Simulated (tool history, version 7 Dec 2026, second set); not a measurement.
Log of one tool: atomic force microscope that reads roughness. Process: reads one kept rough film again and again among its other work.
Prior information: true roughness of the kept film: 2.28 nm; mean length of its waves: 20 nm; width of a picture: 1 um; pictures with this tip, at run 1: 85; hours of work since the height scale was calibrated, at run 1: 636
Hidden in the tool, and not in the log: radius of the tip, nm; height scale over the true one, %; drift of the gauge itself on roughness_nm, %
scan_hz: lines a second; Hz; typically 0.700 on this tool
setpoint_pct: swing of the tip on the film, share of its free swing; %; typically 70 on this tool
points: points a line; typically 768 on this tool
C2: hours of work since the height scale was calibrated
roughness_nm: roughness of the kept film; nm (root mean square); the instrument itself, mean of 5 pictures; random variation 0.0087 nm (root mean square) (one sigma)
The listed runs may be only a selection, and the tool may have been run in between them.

{"run": 1, "hour": 0.0, "scan_hz": 0.7, "setpoint_pct": 70, "points": 768, "pictures with this tip": 85, "C2": 636, "roughness_nm": 1.813}
{"run": 2, "hour": 20.5, "scan_hz": 0.7, "setpoint_pct": 70, "points": 922, "pictures with this tip": 123, "C2": 652, "roughness_nm": 1.76}
{"run": 3, "hour": 38.3, "scan_hz": 0.7, "setpoint_pct": 70, "points": 323, "pictures with this tip": 157, "C2": 666, "roughness_nm": 1.683}
{"run": 4, "hour": 47.9, "scan_hz": 0.7, "setpoint_pct": 70, "points": 323, "pictures with this tip": 175, "C2": 673, "roughness_nm": 1.664}
{"run": 5, "hour": 60.3, "scan_hz": 0.7, "setpoint_pct": 70, "points": 323, "pictures with this tip": 198, "C2": 683, "roughness_nm": 1.639}
{"run": 6, "hour": 81.3, "scan_hz": 0.7, "setpoint_pct": 70, "points": 323, "pictures with this tip": 237, "C2": 700, "roughness_nm": 1.594}
{"hour": 83.0, "done": "new tip fitted"}
{"run": 7, "hour": 91.3, "scan_hz": 0.7, "setpoint_pct": 70, "points": 323, "pictures with this tip": 15, "C2": 707, "roughness_nm": 1.842}
{"run": 8, "hour": 107.5, "scan_hz": 0.7, "setpoint_pct": 70, "points": 768, "pictures with this tip": 46, "C2": 720, "roughness_nm": 1.828}
{"run": 9, "hour": 123.1, "scan_hz": 0.7, "setpoint_pct": 61, "points": 768, "pictures with this tip": 75, "C2": 733, "roughness_nm": 1.804}
{"run": 10, "hour": 143.5, "scan_hz": 0.7, "setpoint_pct": 61, "points": 768, "pictures with this tip": 113, "C2": 749, "roughness_nm": 1.741}
{"run": 11, "hour": 152.9, "scan_hz": 0.7, "setpoint_pct": 70, "points": 805, "pictures with this tip": 131, "C2": 756, "roughness_nm": 1.727}
{"run": 12, "hour": 170.6, "scan_hz": 0.7, "setpoint_pct": 70, "points": 994, "pictures with this tip": 164, "C2": 770, "roughness_nm": 1.694}
{"run": 13, "hour": 181.6, "scan_hz": 0.7, "setpoint_pct": 70, "points": 978, "pictures with this tip": 185, "C2": 779, "roughness_nm": 1.665}
{"run": 14, "hour": 196.0, "scan_hz": 0.7, "setpoint_pct": 70, "points": 768, "pictures with this tip": 211, "C2": 790, "roughness_nm": 1.637}
{"hour": 213.1, "done": "new tip fitted"}
{"run": 15, "hour": 215.6, "scan_hz": 0.7, "setpoint_pct": 70, "points": 768, "pictures with this tip": 4, "C2": 805, "roughness_nm": 1.9}
{"run": 16, "hour": 227.9, "scan_hz": 0.7, "setpoint_pct": 70, "points": 768, "pictures with this tip": 27, "C2": 815, "roughness_nm": 1.861}
{"run": 17, "hour": 248.1, "scan_hz": 0.7, "setpoint_pct": 70, "points": 768, "pictures with this tip": 65, "C2": 831, "roughness_nm": 1.809}
{"run": 18, "hour": 269.3, "scan_hz": 0.7, "setpoint_pct": 70, "points": 768, "pictures with this tip": 105, "C2": 848, "roughness_nm": 1.763}
{"run": 19, "hour": 284.4, "scan_hz": 0.7, "setpoint_pct": 70, "points": 768, "pictures with this tip": 133, "C2": 860, "roughness_nm": 1.732}
{"run": 20, "hour": 302.4, "scan_hz": 0.7, "setpoint_pct": 70, "points": 768, "pictures with this tip": 167, "C2": 874, "roughness_nm": 1.683}
{"run": 21, "hour": 316.4, "scan_hz": 0.7, "setpoint_pct": 70, "points": 434, "pictures with this tip": 193, "C2": 885, "roughness_nm": 1.64}
{"run": 22, "hour": 330.6, "scan_hz": 0.7, "setpoint_pct": 70, "points": 434, "pictures with this tip": 220, "C2": 896, "roughness_nm": 1.623}
{"hour": 343.3, "done": "new tip fitted"}
{"run": 23, "hour": 351.1, "scan_hz": 0.7, "setpoint_pct": 70, "points": 434, "pictures with this tip": 14, "C2": 912, "roughness_nm": 1.855}
{"run": 24, "hour": 362.7, "scan_hz": 0.51, "setpoint_pct": 70, "points": 979, "pictures with this tip": 36, "C2": 921, "roughness_nm": 1.852}
{"run": 25, "hour": 376.9, "scan_hz": 1.666, "setpoint_pct": 64, "points": 867, "pictures with this tip": 63, "C2": 932, "roughness_nm": 1.789}
{"run": 26, "hour": 387.2, "scan_hz": 1.666, "setpoint_pct": 80, "points": 377, "pictures with this tip": 82, "C2": 941, "roughness_nm": 1.692}
{"run": 27, "hour": 400.7, "scan_hz": 1.666, "setpoint_pct": 80, "points": 377, "pictures with this tip": 107, "C2": 951, "roughness_nm": 1.644}
{"run": 28, "hour": 415.5, "scan_hz": 0.7, "setpoint_pct": 70, "points": 714, "pictures with this tip": 135, "C2": 963, "roughness_nm": 1.73}
{"run": 29, "hour": 435.7, "scan_hz": 0.7, "setpoint_pct": 70, "points": 680, "pictures with this tip": 173, "C2": 979, "roughness_nm": 1.669}
{"run": 30, "hour": 445.8, "scan_hz": 1.279, "setpoint_pct": 58, "points": 373, "pictures with this tip": 192, "C2": 987, "roughness_nm": 1.643}
{"run": 31, "hour": 464.4, "scan_hz": 1.214, "setpoint_pct": 70, "points": 768, "pictures with this tip": 227, "C2": 1002, "roughness_nm": 1.601}
{"hour": 473.2, "done": "new tip fitted"}
{"run": 32, "hour": 480.1, "scan_hz": 1.245, "setpoint_pct": 68, "points": 775, "pictures with this tip": 13, "C2": 1014, "roughness_nm": 1.832}
{"run": 33, "hour": 494.3, "scan_hz": 1.245, "setpoint_pct": 68, "points": 775, "pictures with this tip": 40, "C2": 1025, "roughness_nm": 1.809}
{"run": 34, "hour": 513.6, "scan_hz": 1.245, "setpoint_pct": 68, "points": 775, "pictures with this tip": 76, "C2": 1040, "roughness_nm": 1.744}
{"run": 35, "hour": 525.5, "scan_hz": 1.245, "setpoint_pct": 68, "points": 775, "pictures with this tip": 98, "C2": 1050, "roughness_nm": 1.745}
{"hour": 536.5, "done": "height scale calibrated on a step standard"}
{"run": 36, "hour": 541.9, "scan_hz": 0.583, "setpoint_pct": 74, "points": 775, "pictures with this tip": 127, "C2": 4, "roughness_nm": 1.743}
{"run": 37, "hour": 555.1, "scan_hz": 2.571, "setpoint_pct": 70, "points": 639, "pictures with this tip": 152, "C2": 15, "roughness_nm": 1.649}
{"run": 38, "hour": 572.6, "scan_hz": 2.571, "setpoint_pct": 70, "points": 639, "pictures with this tip": 185, "C2": 29, "roughness_nm": 1.616}
{"run": 39, "hour": 582.6, "scan_hz": 0.871, "setpoint_pct": 84, "points": 639, "pictures with this tip": 203, "C2": 36, "roughness_nm": 1.637}
{"run": 40, "hour": 600.4, "scan_hz": 3.001, "setpoint_pct": 60, "points": 509, "pictures with this tip": 237, "C2": 51, "roughness_nm": 1.596}
{"hour": 603.0, "done": "new tip fitted"}
{"run": 41, "hour": 610.9, "scan_hz": 1.048, "setpoint_pct": 69, "points": 714, "pictures with this tip": 14, "C2": 58, "roughness_nm": 1.863}
{"run": 42, "hour": 623.5, "scan_hz": 0.7, "setpoint_pct": 70, "points": 270, "pictures with this tip": 38, "C2": 68, "roughness_nm": 1.793}
{"run": 43, "hour": 643.2, "scan_hz": 0.527, "setpoint_pct": 70, "points": 424, "pictures with this tip": 75, "C2": 84, "roughness_nm": 1.766}
{"run": 44, "hour": 653.4, "scan_hz": 1.591, "setpoint_pct": 66, "points": 495, "pictures with this tip": 94, "C2": 92, "roughness_nm": 1.739}
{"run": 45, "hour": 672.2, "scan_hz": 1.259, "setpoint_pct": 87, "points": 361, "pictures with this tip": 129, "C2": 107, "roughness_nm": 1.638}
{"run": 46, "hour": 690.4, "scan_hz": 0.7, "setpoint_pct": 67, "points": 383, "pictures with this tip": 163, "C2": 121, "roughness_nm": 1.657}

Below are 4 alternative next runs, each starting from the tool's condition after run 46. Predict each:
{"run": "A", "hour": 700.9, "scan_hz": 2.72, "setpoint_pct": 67, "points": 383, "pictures with this tip": 183, "C2": 130, "roughness_nm": "?"}
{"run": "B", "hour": 700.9, "scan_hz": 0.7, "setpoint_pct": 63, "points": 514, "pictures with this tip": 183, "C2": 130, "roughness_nm": "?"}
{"run": "C", "hour": 700.9, "scan_hz": 0.7, "setpoint_pct": 67, "points": 768, "pictures with this tip": 183, "C2": 130, "roughness_nm": "?"}
{"run": "D", "hour": 700.9, "scan_hz": 1.72, "setpoint_pct": 70, "points": 825, "pictures with this tip": 183, "C2": 130, "roughness_nm": "?"}

run=A roughness_nm=1.597
run=B roughness_nm=1.684
run=C roughness_nm=1.665
run=D roughness_nm=1.634
Stripped of hidden state, with their random variation kept, the same runs would have yielded:
run=A roughness_nm=1.850
run=B roughness_nm=1.951
run=C roughness_nm=1.930
run=D roughness_nm=1.893
